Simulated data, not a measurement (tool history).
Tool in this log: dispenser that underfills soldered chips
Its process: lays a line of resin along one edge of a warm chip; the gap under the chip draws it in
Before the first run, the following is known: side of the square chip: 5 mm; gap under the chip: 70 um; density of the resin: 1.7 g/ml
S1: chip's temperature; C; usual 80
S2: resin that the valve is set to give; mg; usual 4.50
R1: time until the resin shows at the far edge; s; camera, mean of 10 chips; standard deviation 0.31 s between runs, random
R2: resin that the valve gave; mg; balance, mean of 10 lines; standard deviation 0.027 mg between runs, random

run,hour,S1,S2,R1,R2
1,0.0,80,4.50,8.3,4.33
2,7.4,80,4.50,10.4,4.31
# hour 9.0: dispensing valve cleaned and set on the balance
# hour 14.3: new syringe of resin
3,15.4,80,4.50,7.6,4.48
4,26.2,80,4.50,10.9,4.48
# hour 29.1: new syringe of resin
5,37.3,80,4.16,10.0,4.17
# hour 44.0: new syringe of resin
6,44.0,79,4.50,8.1,4.44
7,51.0,79,4.50,9.2,4.44
# hour 58.9: new syringe of resin
8,63.9,79,5.19,9.3,5.08
# hour 74.0: new syringe of resin
9,77.0,79,4.12,8.9,4.05
10,83.9,79,4.12,11.1,4.06
# hour 89.4: new syringe of resin
11,93.9,80,4.50,9.3,4.41
# hour 104.7: new syringe of resin
12,106.1,80,4.50,8.9,4.36
13,116.9,73,5.72,13.3,5.55
# hour 120.5: new syringe of resin
14,127.3,73,5.72,12.3,5.55
15,133.2,88,5.76,8.4,5.61
# hour 135.8: new syringe of resin
16,145.9,79,4.50,10.5,4.38
# hour 150.9: new syringe of resin
17,156.7,86,4.87,7.3,4.71
18,165.2,80,5.02,11.2,4.82
# hour 166.1: new syringe of resin
19,176.2,80,5.02,10.2,4.72
# hour 181.2: new syringe of resin
# hour 186.3: dispensing valve cleaned and set on the balance
20,188.0,91,5.13,6.6,5.12
# hour 197.5: new syringe of resin
21,198.6,77,4.55,9.5,4.53
22,207.6,89,5.32,7.8,5.32

Here are 4 independent what-if runs from the current tool condition. What would each one return?
# hour 212.5: new syringe of resin
A,216.5,67,4.25,?,?
# hour 212.5: new syringe of resin
B,216.5,89,5.58,?,?
# hour 212.5: new syringe of resin
C,216.5,73,4.85,?,?
# hour 212.5: new syringe of resin
D,216.5,67,3.97,?,?

run,R1,R2
A,14.5,4.18
B,6.2,5.52
C,10.9,4.78
D,14.3,3.92
The same runs, with their run-to-run variation unchanged, on a tool lacking any hidden condition would have given:
run,R1,R2
A,11.8,4.23
B,5.1,5.58
C,8.9,4.83
D,11.6,3.96
